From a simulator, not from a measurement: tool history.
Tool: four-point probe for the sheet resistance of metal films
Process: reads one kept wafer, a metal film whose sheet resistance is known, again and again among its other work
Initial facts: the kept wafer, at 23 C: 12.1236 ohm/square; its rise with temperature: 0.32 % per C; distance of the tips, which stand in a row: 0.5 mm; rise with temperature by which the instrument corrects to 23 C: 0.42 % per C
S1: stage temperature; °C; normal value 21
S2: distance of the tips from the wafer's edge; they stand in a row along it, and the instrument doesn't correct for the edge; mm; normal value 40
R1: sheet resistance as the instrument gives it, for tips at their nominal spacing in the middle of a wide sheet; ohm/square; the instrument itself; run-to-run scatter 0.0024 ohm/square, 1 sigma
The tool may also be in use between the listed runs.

run	hour	S1	S2	R1
1	0.0	21	40	12.150993
2	50.7	21	40	12.151798
3	135.5	21	40	12.151339
4	182.8	21	40	12.148169
5	251.8	21	35	12.148712
6	339.5	24	35	12.109875
7	390.7	21	40	12.153290
8	460.0	21	40	12.146809
9	520.4	21	40	12.149123
10	576.9	21	40	12.149678
11	645.3	21	40	12.153488
12	705.9	21	40	12.151339
13	801.9	21	40	12.148726
14	899.3	21	40	12.149089
15	981.6	21	40	12.152832
16	1051.0	21	4	12.251032
17	1146.8	21	4	12.251519
18	1187.2	21	40	12.152864
19	1248.0	21	47	12.150978
20	1301.9	21	40	12.148811
21	1380.8	21	40	12.150074
22	1455.9	21	40	12.154053
23	1542.1	21	50	12.144622
24	1635.8	21	50	12.148102
# hour 1662.6: stage's thermometer calibrated
25	1717.2	26	50	12.089064
26	1809.2	33	34	12.006865
27	1855.3	33	34	11.998752
28	1935.1	24	8	12.136341
29	2007.5	24	8	12.130123
30	2049.0	35	7	12.012127
31	2100.1	35	7	12.008796
32	2149.9	35	7	12.015552
33	2239.8	28	40	12.063148
34	2280.0	29	3	12.226429
35	2325.7	34	4	12.093663
36	2399.3	31	4	12.125016
37	2495.9	19	27	12.175941
38	2593.0	19	27	12.177801
39	2645.6	27	52	12.071924
40	2733.0	21	9	12.170274
41	2791.5	20	4	12.267086
42	2838.9	35	67	11.979429
43	2879.0	35	67	11.979805
44	2948.0	35	67	11.977154

Consider 4 possible next runs. They are alternatives, not a sequence: every one starts from the tool as it was left by run 44. What does each give?
A	2993.0	21	5	?
B	2993.0	33	40	?
C	2993.0	20	5	?
D	2993.0	25	3	?

run	R1
A	12.216042
B	12.001954
C	12.229249
D	12.278618
What these runs would have given with no unlogged condition in the tool:
run	R1
A	12.216675
B	12.002579
C	12.229883
D	12.279256
